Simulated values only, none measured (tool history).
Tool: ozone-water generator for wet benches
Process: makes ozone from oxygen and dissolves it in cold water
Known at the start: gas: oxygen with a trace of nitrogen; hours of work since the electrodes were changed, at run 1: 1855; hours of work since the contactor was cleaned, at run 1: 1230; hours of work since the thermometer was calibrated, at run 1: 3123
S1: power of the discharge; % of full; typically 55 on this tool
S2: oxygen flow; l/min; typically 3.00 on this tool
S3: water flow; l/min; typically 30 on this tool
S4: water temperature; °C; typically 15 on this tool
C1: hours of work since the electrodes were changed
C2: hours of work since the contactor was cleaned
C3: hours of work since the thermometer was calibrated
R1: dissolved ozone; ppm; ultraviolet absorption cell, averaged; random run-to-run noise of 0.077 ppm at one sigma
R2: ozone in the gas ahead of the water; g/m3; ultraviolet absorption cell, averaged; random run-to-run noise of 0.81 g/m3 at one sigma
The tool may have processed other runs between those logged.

run	hour	S1	S2	S3	S4	C1	C2	C3	R1	R2
1	0.0	55	3.00	30	15	1855	1230	3123	5.45	123.2
2	110.6	55	3.00	30	15	1943	1318	3212	5.55	123.0
3	251.8	55	4.36	30	15	2056	1431	3325	5.60	94.7
4	345.1	55	4.36	30	15	2131	1506	3399	5.55	93.5
5	484.1	55	4.36	30	15	2242	1617	3510	5.48	95.4
6	624.5	55	3.00	30	16	2355	1729	3623	5.24	121.3
# hour 636.4: water thermometer calibrated
7	749.2	45	3.00	30	15	2454	1829	90	4.72	108.7
8	916.2	66	1.60	22	13	2588	1962	224	7.55	209.4
9	1015.2	44	2.84	34	10	2667	2042	303	4.21	110.7
10	1086.5	44	2.84	34	10	2724	2099	360	4.19	110.0
11	1191.2	44	2.84	34	10	2808	2182	444	4.17	108.3

Predict each of these 3 candidate next runs independently; none follows another, all start after run 11:
A	1310.3	55	2.04	20	15	2903	2278	539	?	?
B	1310.3	75	3.27	34	18	2903	2278	539	?	?
C	1310.3	65	3.00	31	8	2903	2278	539	?	?

run	R1	R2
A	7.75	156.0
B	5.52	135.5
C	5.92	131.0
Take away the tool's hidden state, keep each run's random variation, and the runs would have read:
run	R1	R2
A	8.46	166.6
B	6.13	146.8
C	6.52	141.0
